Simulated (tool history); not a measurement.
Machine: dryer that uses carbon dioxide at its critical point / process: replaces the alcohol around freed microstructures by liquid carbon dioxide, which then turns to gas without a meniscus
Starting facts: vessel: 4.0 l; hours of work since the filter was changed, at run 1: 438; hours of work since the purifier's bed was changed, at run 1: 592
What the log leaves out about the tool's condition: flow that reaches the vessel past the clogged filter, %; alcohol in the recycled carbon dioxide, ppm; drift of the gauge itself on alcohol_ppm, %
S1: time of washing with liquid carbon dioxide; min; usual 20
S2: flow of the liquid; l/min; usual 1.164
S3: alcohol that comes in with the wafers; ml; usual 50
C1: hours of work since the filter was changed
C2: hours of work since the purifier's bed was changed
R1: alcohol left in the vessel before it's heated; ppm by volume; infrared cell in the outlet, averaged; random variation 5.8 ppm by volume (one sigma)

{"run": 1, "hour": 0.0, "S1": 20, "S2": 1.164, "S3": 50, "C1": 438, "C2": 592, "R1": 295}
{"run": 2, "hour": 26.2, "S1": 20, "S2": 1.164, "S3": 108, "C1": 454, "C2": 608, "R1": 605}
{"run": 3, "hour": 41.0, "S1": 20, "S2": 1.164, "S3": 108, "C1": 462, "C2": 617, "R1": 600}
{"run": 4, "hour": 69.3, "S1": 20, "S2": 1.164, "S3": 108, "C1": 479, "C2": 634, "R1": 606}
{"run": 5, "hour": 92.6, "S1": 20, "S2": 0.8, "S3": 108, "C1": 493, "C2": 648, "R1": 1902}
{"run": 6, "hour": 111.4, "S1": 20, "S2": 1.164, "S3": 50, "C1": 504, "C2": 659, "R1": 320}
{"run": 7, "hour": 128.4, "S1": 20, "S2": 1.164, "S3": 54, "C1": 514, "C2": 669, "R1": 338}
{"run": 8, "hour": 153.7, "S1": 22, "S2": 1.164, "S3": 50, "C1": 529, "C2": 684, "R1": 228}
{"hour": 159.3, "done": "inlet filter changed"}
{"run": 9, "hour": 172.4, "S1": 22, "S2": 1.164, "S3": 50, "C1": 8, "C2": 694, "R1": 179}
{"run": 10, "hour": 190.5, "S1": 20, "S2": 1.14, "S3": 50, "C1": 19, "C2": 705, "R1": 266}
{"run": 11, "hour": 208.3, "S1": 20, "S2": 1.14, "S3": 50, "C1": 29, "C2": 716, "R1": 271}
{"run": 12, "hour": 235.9, "S1": 31, "S2": 1.164, "S3": 50, "C1": 46, "C2": 732, "R1": 69}
{"run": 13, "hour": 256.0, "S1": 22, "S2": 1.164, "S3": 50, "C1": 58, "C2": 744, "R1": 190}
{"run": 14, "hour": 272.5, "S1": 26, "S2": 1.164, "S3": 50, "C1": 67, "C2": 754, "R1": 113}
{"run": 15, "hour": 288.5, "S1": 20, "S2": 1.164, "S3": 50, "C1": 77, "C2": 764, "R1": 253}
{"run": 16, "hour": 316.2, "S1": 20, "S2": 1.164, "S3": 50, "C1": 93, "C2": 780, "R1": 257}
{"run": 17, "hour": 342.7, "S1": 20, "S2": 1.164, "S3": 93, "C1": 109, "C2": 796, "R1": 450}
{"run": 18, "hour": 364.2, "S1": 20, "S2": 1.09, "S3": 39, "C1": 122, "C2": 809, "R1": 277}
{"run": 19, "hour": 386.2, "S1": 30, "S2": 1.94, "S3": 30, "C1": 135, "C2": 822, "R1": 60}
{"run": 20, "hour": 409.9, "S1": 17, "S2": 1.164, "S3": 24, "C1": 149, "C2": 836, "R1": 247}
{"run": 21, "hour": 433.2, "S1": 21, "S2": 1.18, "S3": 98, "C1": 163, "C2": 850, "R1": 388}
{"run": 22, "hour": 453.7, "S1": 30, "S2": 1.93, "S3": 43, "C1": 175, "C2": 862, "R1": 58}
{"run": 23, "hour": 465.9, "S1": 13, "S2": 1.48, "S3": 111, "C1": 183, "C2": 869, "R1": 1085}
{"run": 24, "hour": 480.5, "S1": 13, "S2": 1.48, "S3": 111, "C1": 191, "C2": 878, "R1": 1083}
{"run": 25, "hour": 492.9, "S1": 13, "S2": 1.48, "S3": 111, "C1": 199, "C2": 885, "R1": 1058}
{"run": 26, "hour": 520.0, "S1": 13, "S2": 1.48, "S3": 111, "C1": 215, "C2": 901, "R1": 1083}
{"run": 27, "hour": 543.1, "S1": 20, "S2": 1.164, "S3": 22, "C1": 228, "C2": 915, "R1": 162}
{"run": 28, "hour": 566.3, "S1": 20, "S2": 1.05, "S3": 39, "C1": 242, "C2": 929, "R1": 320}
{"run": 29, "hour": 588.0, "S1": 20, "S2": 1.05, "S3": 39, "C1": 255, "C2": 942, "R1": 323}
{"run": 30, "hour": 599.7, "S1": 20, "S2": 1.05, "S3": 39, "C1": 262, "C2": 949, "R1": 332}
{"run": 31, "hour": 613.9, "S1": 28, "S2": 1.05, "S3": 39, "C1": 271, "C2": 957, "R1": 140}
{"run": 32, "hour": 635.4, "S1": 25, "S2": 1.164, "S3": 50, "C1": 283, "C2": 970, "R1": 159}
{"run": 33, "hour": 655.0, "S1": 25, "S2": 1.164, "S3": 50, "C1": 295, "C2": 982, "R1": 163}
{"run": 34, "hour": 666.7, "S1": 25, "S2": 1.164, "S3": 50, "C1": 302, "C2": 989, "R1": 166}

Forecast each of these 4 alternatives for the next run:
{"run": "A", "hour": 692.7, "S1": 19, "S2": 1.164, "S3": 50, "C1": 318, "C2": 1004, "R1": "?"}
{"run": "B", "hour": 692.7, "S1": 23, "S2": 1.19, "S3": 76, "C1": 318, "C2": 1004, "R1": "?"}
{"run": "C", "hour": 692.7, "S1": 25, "S2": 1.164, "S3": 118, "C1": 318, "C2": 1004, "R1": "?"}
{"run": "D", "hour": 692.7, "S1": 14, "S2": 1.164, "S3": 37, "C1": 318, "C2": 1004, "R1": "?"}

run=A R1=361
run=B R1=247
run=C R1=281
run=D R1=651
With the hidden condition removed and each run's random variation left untouched, the same runs would have given:
run=A R1=240
run=B R1=140
run=C R1=163
run=D R1=500
